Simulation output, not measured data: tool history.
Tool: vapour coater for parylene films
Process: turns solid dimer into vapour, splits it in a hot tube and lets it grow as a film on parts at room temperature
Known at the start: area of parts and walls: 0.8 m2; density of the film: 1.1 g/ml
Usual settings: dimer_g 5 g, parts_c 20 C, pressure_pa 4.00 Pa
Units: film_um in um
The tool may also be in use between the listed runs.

run	hour	dimer_g	parts_c	pressure_pa	film_um
1	0.0	5	20	4.00	4.11
2	63.0	5	20	4.00	4.10
3	101.7	5	20	4.00	4.05
# hour 178.1: trap's valve overhauled
4	180.7	5	20	4.00	4.05
5	236.7	5	20	4.00	4.05
6	302.9	5	20	3.49	4.18
7	353.3	5	20	3.49	4.20
8	408.0	3	29	2.19	1.99

Forecast run 9:
9	475.2	3	18	3.87	?

film_um: 2.62 um
Without the tool's hidden state the same run would have given film_um 2.64 um.
